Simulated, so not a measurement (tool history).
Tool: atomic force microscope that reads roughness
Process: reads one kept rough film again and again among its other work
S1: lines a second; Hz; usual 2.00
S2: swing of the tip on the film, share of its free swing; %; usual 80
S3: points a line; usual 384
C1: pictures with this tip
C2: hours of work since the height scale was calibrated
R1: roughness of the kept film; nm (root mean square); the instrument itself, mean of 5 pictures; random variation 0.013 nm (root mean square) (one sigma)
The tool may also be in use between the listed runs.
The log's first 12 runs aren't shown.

Run 13, hour 70.8: usual settings but S1 0.56 Hz, S3 626; C1 289; C2 162. Result: R1 2.739 nm (root mean square).
Run 14, hour 78.6: usual settings but S1 0.56 Hz, S3 626; C1 297; C2 165. Result: R1 2.733 nm (root mean square).
Run 15, hour 87.6: usual settings but S2 57 %; C1 306; C2 169. Result: R1 2.682 nm (root mean square).
Run 16, hour 96.5: usual settings but S2 57 %; C1 315; C2 172. Result: R1 2.660 nm (root mean square).
Run 17, hour 105.3: usual settings but S1 1.25 Hz; C1 324; C2 176. Result: R1 2.558 nm (root mean square).
Run 18, hour 111.5: usual settings; C1 331; C2 179. Result: R1 2.470 nm (root mean square).
At hour 113.1: new tip fitted.
Run 19, hour 117.8: usual settings; C1 5; C2 181. Result: R1 2.926 nm (root mean square).
Run 20, hour 123.5: usual settings but S1 2.09 Hz, S2 58 %; C1 11; C2 183. Result: R1 3.116 nm (root mean square).
Run 21, hour 132.1: usual settings but S1 0.93 Hz, S2 58 %; C1 20; C2 187. Result: R1 3.162 nm (root mean square).

The next listed run, before its measurement:
Run 22, hour 137.5: usual settings but S1 0.58 Hz, S3 922; C1 25; C2 189. Result: R1 ?.

R1: 3.145 nm (root mean square)
Without the tool's hidden state the same run would have given R1 3.244 nm (root mean square).

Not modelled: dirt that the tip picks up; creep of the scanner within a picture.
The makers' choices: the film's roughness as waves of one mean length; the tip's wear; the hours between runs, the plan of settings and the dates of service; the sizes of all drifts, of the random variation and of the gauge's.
